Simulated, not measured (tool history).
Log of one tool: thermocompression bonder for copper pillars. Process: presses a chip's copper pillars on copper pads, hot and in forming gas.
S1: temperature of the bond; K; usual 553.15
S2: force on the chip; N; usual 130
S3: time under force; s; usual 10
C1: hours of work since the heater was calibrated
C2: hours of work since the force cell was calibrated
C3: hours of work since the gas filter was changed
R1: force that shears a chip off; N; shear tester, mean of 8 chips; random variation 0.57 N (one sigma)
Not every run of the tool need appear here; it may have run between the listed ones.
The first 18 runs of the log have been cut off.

Run 19, day 41.654: usual settings; C1 668; C2 619; C3 95. Result: R1 41.4 N.
At day 42.996: forming gas filter changed.
Run 20, day 44.283: usual settings but S1 546.15 K, S2 157 N, S3 5 s; C1 707; C2 658; C3 19. Result: R1 37.6 N.
Run 21, day 47.046: usual settings but S1 546.15 K, S2 157 N, S3 5 s; C1 748; C2 699; C3 60. Result: R1 35.3 N.
Run 22, day 48.55: usual settings but S1 538.15 K, S2 182 N, S3 6 s; C1 771; C2 721; C3 83. Result: R1 41.1 N.
At day 50.688: forming gas filter changed.
Run 23, day 50.975: usual settings but S1 524.15 K, S2 180 N, S3 6 s; C1 807; C2 757; C3 4. Result: R1 36.6 N.
Run 24, day 53.525: usual settings but S1 570.15 K, S2 192 N, S3 7 s; C1 845; C2 795; C3 42. Result: R1 59.7 N.
Run 25, day 55.317: usual settings but S1 557.15 K, S2 126 N, S3 6 s; C1 871; C2 822; C3 69. Result: R1 34.2 N.
Run 26, day 57.004: usual settings but S1 557.15 K, S2 126 N, S3 6 s; C1 896; C2 847; C3 94. Result: R1 33.3 N.
At day 58.188: force cell calibrated.
At day 58.529: forming gas filter changed.
Run 27, day 59.133: usual settings but S1 557.15 K, S2 126 N, S3 6 s; C1 927; C2 14; C3 9. Result: R1 39.7 N.
Run 28, day 61.592: usual settings but S1 564.15 K; C1 963; C2 50; C3 46. Result: R1 51.1 N.
Run 29, day 63.167: usual settings but S1 564.15 K, S2 83 N; C1 987; C2 74; C3 69. Result: R1 32.1 N.
Run 30, day 65.738: usual settings but S2 124 N, S3 8 s; C1 1025; C2 112; C3 107. Result: R1 39.1 N.
At day 66.171: forming gas filter changed.
Run 31, day 67.204: usual settings but S1 552.15 K, S2 100 N, S3 8 s; C1 1047; C2 134; C3 15. Result: R1 33.2 N.
Run 32, day 69.671: usual settings but S1 543.15 K, S2 142 N, S3 13 s; C1 1084; C2 170; C3 52. Result: R1 50 N.
Run 33, day 71.746: usual settings but S1 543.15 K, S2 142 N, S3 13 s; C1 1114; C2 201; C3 83. Result: R1 48.4 N.

For run 34, what comes out?
Run 34, day 73.217: usual settings but S1 562.15 K, S2 142 N, S3 16 s; C1 1136; C2 223; C3 105. Result: R1 ?.

R1: 60.1 N
Were there no unlogged condition in the tool, this run, its random variation unchanged, would have produced R1 61.3 N.

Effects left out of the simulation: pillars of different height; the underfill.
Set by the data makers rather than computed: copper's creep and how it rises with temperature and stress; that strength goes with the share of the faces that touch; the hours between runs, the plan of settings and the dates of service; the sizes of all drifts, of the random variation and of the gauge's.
